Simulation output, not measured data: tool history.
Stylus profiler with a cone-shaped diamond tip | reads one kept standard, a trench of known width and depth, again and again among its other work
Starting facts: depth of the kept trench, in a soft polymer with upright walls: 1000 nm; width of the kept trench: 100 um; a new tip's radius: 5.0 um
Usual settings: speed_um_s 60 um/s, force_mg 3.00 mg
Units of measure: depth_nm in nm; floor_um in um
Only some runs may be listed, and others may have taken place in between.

{"run": 1, "hour": 0.0, "speed_um_s": 60, "force_mg": 3.0, "depth_nm": 1019.96, "floor_um": 93.82}
{"run": 2, "hour": 50.1, "speed_um_s": 21, "force_mg": 3.0, "depth_nm": 1019.78, "floor_um": 93.94}
{"hour": 97.0, "done": "new tip fitted, height scale calibrated"}
{"run": 3, "hour": 104.2, "speed_um_s": 21, "force_mg": 3.0, "depth_nm": 1019.75, "floor_um": 93.93}
{"run": 4, "hour": 136.8, "speed_um_s": 21, "force_mg": 3.0, "depth_nm": 1019.49, "floor_um": 93.9}
{"run": 5, "hour": 205.1, "speed_um_s": 21, "force_mg": 3.0, "depth_nm": 1019.8, "floor_um": 93.87}
{"run": 6, "hour": 250.9, "speed_um_s": 21, "force_mg": 3.0, "depth_nm": 1019.48, "floor_um": 94.0}
{"run": 7, "hour": 285.0, "speed_um_s": 21, "force_mg": 3.0, "depth_nm": 1019.45, "floor_um": 93.93}
{"run": 8, "hour": 315.0, "speed_um_s": 20, "force_mg": 3.0, "depth_nm": 1019.8, "floor_um": 93.91}
{"run": 9, "hour": 374.8, "speed_um_s": 58, "force_mg": 3.0, "depth_nm": 1019.61, "floor_um": 93.81}
{"run": 10, "hour": 418.6, "speed_um_s": 58, "force_mg": 3.0, "depth_nm": 1019.49, "floor_um": 93.83}
{"run": 11, "hour": 448.0, "speed_um_s": 16, "force_mg": 3.0, "depth_nm": 1019.62, "floor_um": 93.95}
{"run": 12, "hour": 478.5, "speed_um_s": 60, "force_mg": 6.12, "depth_nm": 1031.78, "floor_um": 93.85}
{"run": 13, "hour": 546.4, "speed_um_s": 60, "force_mg": 6.12, "depth_nm": 1031.3, "floor_um": 93.86}
{"run": 14, "hour": 606.5, "speed_um_s": 60, "force_mg": 6.12, "depth_nm": 1031.49, "floor_um": 93.85}
{"run": 15, "hour": 639.9, "speed_um_s": 210, "force_mg": 6.12, "depth_nm": 1031.35, "floor_um": 93.56}
{"run": 16, "hour": 701.6, "speed_um_s": 60, "force_mg": 3.0, "depth_nm": 1019.27, "floor_um": 93.82}
{"run": 17, "hour": 752.3, "speed_um_s": 60, "force_mg": 4.63, "depth_nm": 1026.01, "floor_um": 93.87}
{"run": 18, "hour": 804.2, "speed_um_s": 60, "force_mg": 3.0, "depth_nm": 1019.92, "floor_um": 93.87}
{"run": 19, "hour": 846.3, "speed_um_s": 60, "force_mg": 4.58, "depth_nm": 1025.65, "floor_um": 93.82}
{"run": 20, "hour": 883.3, "speed_um_s": 60, "force_mg": 4.58, "depth_nm": 1025.93, "floor_um": 93.82}
{"run": 21, "hour": 941.8, "speed_um_s": 50, "force_mg": 1.78, "depth_nm": 1013.61, "floor_um": 93.8}
{"run": 22, "hour": 1013.3, "speed_um_s": 50, "force_mg": 1.78, "depth_nm": 1013.85, "floor_um": 93.8}
{"run": 23, "hour": 1057.1, "speed_um_s": 64, "force_mg": 3.0, "depth_nm": 1019.5, "floor_um": 93.73}
{"run": 24, "hour": 1087.9, "speed_um_s": 22, "force_mg": 7.51, "depth_nm": 1036.57, "floor_um": 93.93}
{"run": 25, "hour": 1131.6, "speed_um_s": 18, "force_mg": 4.68, "depth_nm": 1026.26, "floor_um": 93.95}
{"run": 26, "hour": 1193.8, "speed_um_s": 18, "force_mg": 4.68, "depth_nm": 1026.56, "floor_um": 93.98}
{"run": 27, "hour": 1251.0, "speed_um_s": 33, "force_mg": 4.18, "depth_nm": 1024.15, "floor_um": 93.97}
{"run": 28, "hour": 1283.0, "speed_um_s": 34, "force_mg": 3.14, "depth_nm": 1019.96, "floor_um": 93.85}
{"run": 29, "hour": 1334.2, "speed_um_s": 34, "force_mg": 3.14, "depth_nm": 1020.21, "floor_um": 93.9}
{"run": 30, "hour": 1384.0, "speed_um_s": 203, "force_mg": 5.08, "depth_nm": 1027.86, "floor_um": 93.51}
{"hour": 1412.2, "done": "new tip fitted, height scale calibrated"}
{"run": 31, "hour": 1427.1, "speed_um_s": 56, "force_mg": 1.87, "depth_nm": 1014.42, "floor_um": 93.75}
{"run": 32, "hour": 1487.8, "speed_um_s": 97, "force_mg": 2.27, "depth_nm": 1016.34, "floor_um": 93.61}
{"run": 33, "hour": 1559.2, "speed_um_s": 97, "force_mg": 1.96, "depth_nm": 1014.71, "floor_um": 93.66}
{"run": 34, "hour": 1600.7, "speed_um_s": 34, "force_mg": 7.94, "depth_nm": 1038.29, "floor_um": 93.9}
{"run": 35, "hour": 1639.7, "speed_um_s": 185, "force_mg": 1.97, "depth_nm": 1014.71, "floor_um": 93.28}
{"run": 36, "hour": 1674.0, "speed_um_s": 61, "force_mg": 2.08, "depth_nm": 1015.29, "floor_um": 93.77}
{"run": 37, "hour": 1718.8, "speed_um_s": 60, "force_mg": 6.33, "depth_nm": 1032.14, "floor_um": 93.81}
{"run": 38, "hour": 1768.0, "speed_um_s": 104, "force_mg": 1.86, "depth_nm": 1014.33, "floor_um": 93.58}
{"run": 39, "hour": 1799.5, "speed_um_s": 16, "force_mg": 1.62, "depth_nm": 1012.72, "floor_um": 93.98}
{"run": 40, "hour": 1861.2, "speed_um_s": 24, "force_mg": 1.5, "depth_nm": 1012.47, "floor_um": 93.87}

4 options for the next run, each taken on its own from the tool as it stands now. Forecast them:
{"run": "A", "hour": 1913.9, "speed_um_s": 17, "force_mg": 3.1, "depth_nm": "?", "floor_um": "?"}
{"run": "B", "hour": 1913.9, "speed_um_s": 18, "force_mg": 7.11, "depth_nm": "?", "floor_um": "?"}
{"run": "C", "hour": 1913.9, "speed_um_s": 39, "force_mg": 1.23, "depth_nm": "?", "floor_um": "?"}
{"run": "D", "hour": 1913.9, "speed_um_s": 121, "force_mg": 1.4, "depth_nm": "?", "floor_um": "?"}

run=A depth_nm=1019.93 floor_um=93.94
run=B depth_nm=1034.85 floor_um=93.94
run=C depth_nm=1010.77 floor_um=93.76
run=D depth_nm=1011.58 floor_um=93.46
With no hidden state in the tool, these same runs would have given:
run=A depth_nm=1019.93 floor_um=93.95
run=B depth_nm=1034.84 floor_um=93.95
run=C depth_nm=1010.76 floor_um=93.77
run=D depth_nm=1011.57 floor_um=93.47
